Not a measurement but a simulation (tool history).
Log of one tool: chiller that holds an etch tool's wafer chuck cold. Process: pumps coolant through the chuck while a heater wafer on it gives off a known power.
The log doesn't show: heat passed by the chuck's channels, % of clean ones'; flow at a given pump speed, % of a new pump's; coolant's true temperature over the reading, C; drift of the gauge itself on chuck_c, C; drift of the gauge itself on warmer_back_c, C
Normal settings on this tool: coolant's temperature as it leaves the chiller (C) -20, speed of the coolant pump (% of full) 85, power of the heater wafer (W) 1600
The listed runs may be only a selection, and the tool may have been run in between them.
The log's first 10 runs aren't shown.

run,hour,coolant's temperature as it leaves the chiller (C),speed of the coolant pump (% of full),power of the heater wafer (W),hours since the coolant was changed and the channels were flushed,hours since the pump was overhauled,hours since the chiller's thermometer was calibrated,chuck's temperature once it has settled (C),how much warmer the coolant comes back (C)
11,581.3,-20,85,1600,3692,1844,1509,-6.8,6.34
12,628.0,-20,85,1600,3739,1890,1556,-6.7,6.37
13,700.9,-20,85,1600,3812,1963,1629,-6.8,6.30
14,760.3,-20,85,1600,3871,2023,1688,-6.9,6.39
15,833.5,-20,85,1600,3945,2096,1761,-6.4,6.38
16,900.5,-20,85,1600,4012,2163,1828,-6.8,6.34
17,973.4,-25,85,815,4084,2236,1901,-18.3,3.26
18,1011.8,-21,85,1793,4123,2274,1940,-5.8,7.15
19,1071.4,-17,90,1600,4182,2334,1999,-4.4,5.98
20,1120.3,-22,77,1675,4231,2383,2048,-6.5,7.43
21,1157.5,-20,74,975,4269,2420,2085,-10.6,4.51
22,1230.6,-10,74,1344,4342,2493,2159,2.9,6.26
23,1278.2,-23,67,1600,4389,2540,2206,-6.1,8.35
24,1331.7,-23,67,1600,4443,2594,2260,-6.1,8.37
25,1398.9,-23,67,1600,4510,2661,2327,-6.1,8.32
26,1445.5,-26,87,1600,4557,2708,2373,-12.7,6.19
27,1481.2,-16,72,1585,4592,2743,2409,-0.3,7.62
28,1544.7,-25,68,2314,4656,2807,2473,-0.9,11.84
29,1602.3,-19,85,1600,4713,2865,2530,-5.5,6.45
30,1639.9,-20,84,1183,4751,2902,2568,-10.0,4.86
31,1692.6,-18,90,1108,4804,2955,2621,-9.1,4.19

5 ways to go on from here, each from the tool as it stands after run 31. What would each give?
A,1740.4,-20,85,1890,4851,3003,2668,?,?
B,1740.4,-20,85,902,4851,3003,2668,?,?
C,1740.4,-16,80,1108,4851,3003,2668,?,?
D,1740.4,-15,90,914,4851,3003,2668,?,?
E,1740.4,-13,80,1038,4851,3003,2668,?,?

run,chuck's temperature once it has settled (C),how much warmer the coolant comes back (C)
A,-4.0,7.61
B,-12.4,3.68
C,-6.2,4.72
D,-7.7,3.45
E,-3.6,4.52
Without the tool's unlogged condition, the same runs would have read:
run,chuck's temperature once it has settled (C),how much warmer the coolant comes back (C)
A,-5.5,7.39
B,-13.1,3.58
C,-7.1,4.58
D,-8.3,3.35
E,-4.5,4.38
